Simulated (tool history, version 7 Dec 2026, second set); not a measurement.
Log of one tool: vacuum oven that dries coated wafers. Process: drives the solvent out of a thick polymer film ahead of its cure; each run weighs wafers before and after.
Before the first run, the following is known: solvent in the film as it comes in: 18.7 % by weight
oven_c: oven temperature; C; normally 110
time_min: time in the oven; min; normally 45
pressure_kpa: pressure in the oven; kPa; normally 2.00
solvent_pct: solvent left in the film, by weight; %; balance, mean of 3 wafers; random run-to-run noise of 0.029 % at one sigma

| run | hour | oven_c | time_min | pressure_kpa | solvent_pct |
|---|---|---|---|---|---|
| 1 | 0.0 | 110 | 45 | 2.00 | 5.35 |
| 2 | 24.7 | 110 | 45 | 2.00 | 5.36 |
| 3 | 41.3 | 110 | 45 | 2.00 | 5.35 |
| 4 | 59.0 | 110 | 45 | 2.00 | 5.37 |
| 5 | 81.8 | 110 | 45 | 2.00 | 5.40 |
| 6 | 95.9 | 110 | 45 | 2.00 | 5.40 |
| 7 | 117.4 | 110 | 47 | 2.00 | 5.18 |
| 8 | 132.2 | 110 | 47 | 2.00 | 5.13 |
| 9 | 153.7 | 110 | 50 | 2.00 | 4.82 |
| 10 | 168.3 | 110 | 50 | 2.00 | 4.82 |
| 11 | 188.2 | 110 | 50 | 2.00 | 4.88 |
| 12 | 212.5 | 110 | 50 | 2.00 | 4.82 |
| 13 | 226.9 | 121 | 45 | 2.00 | 3.05 |
| 14 | 238.3 | 121 | 45 | 2.00 | 3.07 |
| 15 | 262.5 | 121 | 45 | 2.00 | 3.05 |
| 16 | 285.4 | 121 | 45 | 2.00 | 3.07 |
| 17 | 306.8 | 121 | 45 | 2.00 | 3.03 |
| 18 | 317.6 | 110 | 30 | 2.00 | 7.41 |
| 19 | 335.6 | 110 | 30 | 2.00 | 7.37 |
| 20 | 348.7 | 110 | 30 | 2.00 | 7.36 |
| 21 | 364.8 | 110 | 30 | 2.00 | 7.41 |
| 22 | 378.4 | 110 | 45 | 2.00 | 5.34 |
| 23 | 393.1 | 110 | 45 | 2.00 | 5.26 |
| 24 | 413.8 | 102 | 45 | 2.00 | 7.23 |
| 25 | 430.1 | 102 | 45 | 2.00 | 7.27 |
| 26 | 442.4 | 123 | 45 | 1.88 | 2.63 |
| 27 | 464.3 | 111 | 38 | 1.88 | 5.89 |
| 28 | 484.3 | 104 | 49 | 1.08 | 5.79 |
| 29 | 505.0 | 124 | 31 | 1.33 | 3.84 |
| 30 | 516.8 | 109 | 32 | 1.36 | 6.99 |
| 31 | 541.1 | 106 | 68 | 2.54 | 4.60 |
| 32 | 565.9 | 103 | 38 | 6.99 | 10.60 |
| 33 | 585.0 | 103 | 38 | 6.99 | 10.63 |
| 34 | 609.7 | 102 | 45 | 4.05 | 8.47 |
| 35 | 624.4 | 107 | 77 | 3.44 | 4.50 |
| 36 | 644.9 | 105 | 78 | 5.01 | 6.04 |
| 37 | 655.8 | 105 | 78 | 5.01 | 5.98 |
| 38 | 666.9 | 100 | 58 | 6.03 | 9.31 |
| 39 | 679.4 | 110 | 64 | 1.01 | 3.05 |
| 40 | 700.1 | 104 | 64 | 1.82 | 4.86 |
| 41 | 714.9 | 110 | 47 | 2.00 | 5.07 |
| 42 | 725.5 | 120 | 71 | 4.59 | 2.91 |
| 43 | 744.2 | 110 | 59 | 1.06 | 3.43 |
| 44 | 762.9 | 110 | 52 | 7.57 | 7.65 |
| 45 | 775.5 | 110 | 45 | 5.61 | 7.07 |
| 46 | 797.6 | 98 | 80 | 1.48 | 4.96 |
| 47 | 807.7 | 121 | 53 | 1.95 | 2.35 |

Consider 4 possible next runs. They are alternatives, not a sequence: every one starts from the tool as it was left by run 47. What does each give?
| A | 821.3 | 96 | 23 | 1.95 | ? |
| B | 821.3 | 121 | 36 | 4.93 | ? |
| C | 821.3 | 102 | 45 | 1.95 | ? |
| D | 821.3 | 116 | 68 | 1.95 | ? |

| run | solvent_pct |
|---|---|
| A | 11.43 |
| B | 5.07 |
| C | 7.17 |
| D | 2.33 |
With the hidden condition removed and each run's random variation left untouched, the same runs would have given:
| run | solvent_pct |
|---|---|
| A | 11.55 |
| B | 5.23 |
| C | 7.33 |
| D | 2.40 |

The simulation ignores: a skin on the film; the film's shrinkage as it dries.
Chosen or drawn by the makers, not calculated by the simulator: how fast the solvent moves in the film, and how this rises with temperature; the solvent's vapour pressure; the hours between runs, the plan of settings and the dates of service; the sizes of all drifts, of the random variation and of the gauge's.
